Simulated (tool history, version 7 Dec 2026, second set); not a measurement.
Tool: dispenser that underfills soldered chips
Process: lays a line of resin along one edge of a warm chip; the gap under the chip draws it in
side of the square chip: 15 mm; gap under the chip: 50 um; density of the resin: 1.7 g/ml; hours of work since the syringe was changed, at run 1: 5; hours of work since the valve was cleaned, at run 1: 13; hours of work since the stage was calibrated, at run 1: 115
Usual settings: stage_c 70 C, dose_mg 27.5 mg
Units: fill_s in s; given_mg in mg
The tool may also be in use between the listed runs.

run	hour	stage_c	dose_mg	hours of work since the syringe was changed	hours of work since the valve was cleaned	hours of work since the stage was calibrated	fill_s	given_mg
1	0	70	27.5	5	13	115	241.8	27.31
2	3.7	70	27.5	7	15	117	279.3	27.41
3	6.4	70	27.5	9	17	119	317.4	27.33
# hour 9.2: new syringe of resin
4	11.7	70	34.9	1	20	122	177.3	34.69
5	16.4	70	24.9	4	22	125	229.8	24.68
6	20.5	70	24.9	7	25	127	279.2	24.81
7	23.5	70	27.5	9	27	129	313.3	27.13
# hour 26.7: new syringe of resin
8	28.6	70	23.6	1	30	132	186.3	23.42
9	33.6	70	27.5	4	33	135	218.7	27.26
10	37.3	70	27.5	6	35	137	263	27.06
11	40.8	70	27.5	9	37	139	316	27.05
# hour 44.1: new syringe of resin
12	46.8	70	27.5	2	41	143	182.6	27.19
13	52.5	70	27.5	5	44	146	240.1	27.16
14	54.9	59	31.6	7	46	148	447.7	31.26
15	58	59	31.6	8	47	150	510.5	31.04
16	60.6	59	31.6	10	49	151	573.3	31.22
# hour 61.3: new syringe of resin
17	66.4	59	31.6	3	52	154	341.9	30.98
18	70.1	70	32.6	5	55	157	233.7	32.03
19	72.9	70	32.6	7	56	158	270.6	31.85
20	75.6	78	30.4	9	58	160	211.5	29.88
# hour 78.5: new syringe of resin
21	81.2	59	29.2	2	61	163	314.4	28.67
22	83.7	73	35.1	3	63	165	169	34.15
23	88.7	73	35.1	6	66	168	211.2	34.39

Forecast each of these 4 alternatives for the next run:
A	91.4	56	25.6	8	67	170	?	?
B	91.4	81	34.5	8	67	170	?	?
C	91.4	76	24.3	8	67	170	?	?
D	91.4	83	24.8	8	67	170	?	?

run	fill_s	given_mg
A	587.6	25
B	172.7	33.64
C	227.1	23.74
D	164	24.19
Without the tool's hidden state the same runs would have given:
run	fill_s	given_mg
A	328.3	25.59
B	96.5	34.44
C	126.4	24.3
D	91.1	24.76
